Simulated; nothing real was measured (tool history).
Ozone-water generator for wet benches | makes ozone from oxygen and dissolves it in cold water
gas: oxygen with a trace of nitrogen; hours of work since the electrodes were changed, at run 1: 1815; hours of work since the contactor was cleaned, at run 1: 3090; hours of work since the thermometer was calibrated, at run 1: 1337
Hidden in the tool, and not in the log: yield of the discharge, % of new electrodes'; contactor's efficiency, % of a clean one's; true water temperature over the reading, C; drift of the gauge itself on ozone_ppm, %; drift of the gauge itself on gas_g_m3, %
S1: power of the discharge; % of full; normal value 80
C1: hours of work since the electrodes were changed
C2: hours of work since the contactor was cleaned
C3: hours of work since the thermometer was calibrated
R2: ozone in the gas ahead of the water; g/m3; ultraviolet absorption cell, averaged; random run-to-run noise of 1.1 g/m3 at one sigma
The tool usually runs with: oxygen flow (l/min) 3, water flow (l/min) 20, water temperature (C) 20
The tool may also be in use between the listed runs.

run 1 hour=0 | S1=80 oxygen_flow_(l/min)=3 water_flow_(l/min)=20 water_temperature_(C)=20 | C1=1815 C2=3090 C3=1337 | dissolved_ozone_(ppm)=15.2 R2=191.3
run 2 hour=83.5 | S1=80 oxygen_flow_(l/min)=1.92 water_flow_(l/min)=20 water_temperature_(C)=20 | C1=1883 C2=3159 C3=1406 | dissolved_ozone_(ppm)=13.3 R2=233.6
run 3 hour=143.8 | S1=80 oxygen_flow_(l/min)=1.92 water_flow_(l/min)=20 water_temperature_(C)=20 | C1=1933 C2=3209 C3=1456 | dissolved_ozone_(ppm)=13.4 R2=233.5
run 4 hour=238.5 | S1=80 oxygen_flow_(l/min)=2.76 water_flow_(l/min)=20 water_temperature_(C)=20 | C1=2011 C2=3287 C3=1534 | dissolved_ozone_(ppm)=14.9 R2=197.9
run 5 hour=296.9 | S1=80 oxygen_flow_(l/min)=2.76 water_flow_(l/min)=20 water_temperature_(C)=20 | C1=2060 C2=3335 C3=1582 | dissolved_ozone_(ppm)=14.8 R2=198.1
run 6 hour=398.2 | S1=80 oxygen_flow_(l/min)=3 water_flow_(l/min)=20 water_temperature_(C)=27 | C1=2143 C2=3419 C3=1666 | dissolved_ozone_(ppm)=13.9 R2=190.8
run 7 hour=469.9 | S1=80 oxygen_flow_(l/min)=1.57 water_flow_(l/min)=14 water_temperature_(C)=20 | C1=2202 C2=3478 C3=1725 | dissolved_ozone_(ppm)=17.4 R2=253.3
run 8 hour=543.7 | S1=80 oxygen_flow_(l/min)=1.68 water_flow_(l/min)=19 water_temperature_(C)=20 | C1=2263 C2=3539 C3=1786 | dissolved_ozone_(ppm)=13.3 R2=245
run 9 hour=604.5 | S1=80 oxygen_flow_(l/min)=1.68 water_flow_(l/min)=19 water_temperature_(C)=20 | C1=2313 C2=3589 C3=1836 | dissolved_ozone_(ppm)=13.4 R2=245.2
run 10 hour=666.2 | S1=99 oxygen_flow_(l/min)=2.39 water_flow_(l/min)=28 water_temperature_(C)=20 | C1=2364 C2=3640 C3=1887 | dissolved_ozone_(ppm)=11.7 R2=244.2

Alternative continuations, all from the tool just after run 10; predict every row:
run A hour=743.7 | S1=60 oxygen_flow_(l/min)=3 water_flow_(l/min)=20 water_temperature_(C)=20 | C1=2428 C2=3704 C3=1951 | dissolved_ozone_(ppm)=? R2=?
run B hour=743.7 | S1=99 oxygen_flow_(l/min)=2.15 water_flow_(l/min)=15 water_temperature_(C)=20 | C1=2428 C2=3704 C3=1951 | dissolved_ozone_(ppm)=? R2=?
run C hour=743.7 | S1=80 oxygen_flow_(l/min)=3 water_flow_(l/min)=16 water_temperature_(C)=20 | C1=2428 C2=3704 C3=1951 | dissolved_ozone_(ppm)=? R2=?
run D hour=743.7 | S1=77 oxygen_flow_(l/min)=4.85 water_flow_(l/min)=31 water_temperature_(C)=20 | C1=2428 C2=3704 C3=1951 | dissolved_ozone_(ppm)=? R2=?
run E hour=743.7 | S1=41 oxygen_flow_(l/min)=3 water_flow_(l/min)=20 water_temperature_(C)=20 | C1=2428 C2=3704 C3=1951 | dissolved_ozone_(ppm)=? R2=?

run=A dissolved_ozone_(ppm)=12.2 R2=155.2
run=B dissolved_ozone_(ppm)=20.6 R2=254.4
run=C dissolved_ozone_(ppm)=18.1 R2=189.4
run=D dissolved_ozone_(ppm)=10.8 R2=150.2
run=E dissolved_ozone_(ppm)=9.4 R2=119.4
Had the tool no hidden state, the same runs would have come out as:
run=A dissolved_ozone_(ppm)=13 R2=159.7
run=B dissolved_ozone_(ppm)=22 R2=264.8
run=C dissolved_ozone_(ppm)=19.3 R2=196.2
run=D dissolved_ozone_(ppm)=11.6 R2=155.5
run=E dissolved_ozone_(ppm)=9.9 R2=121.9
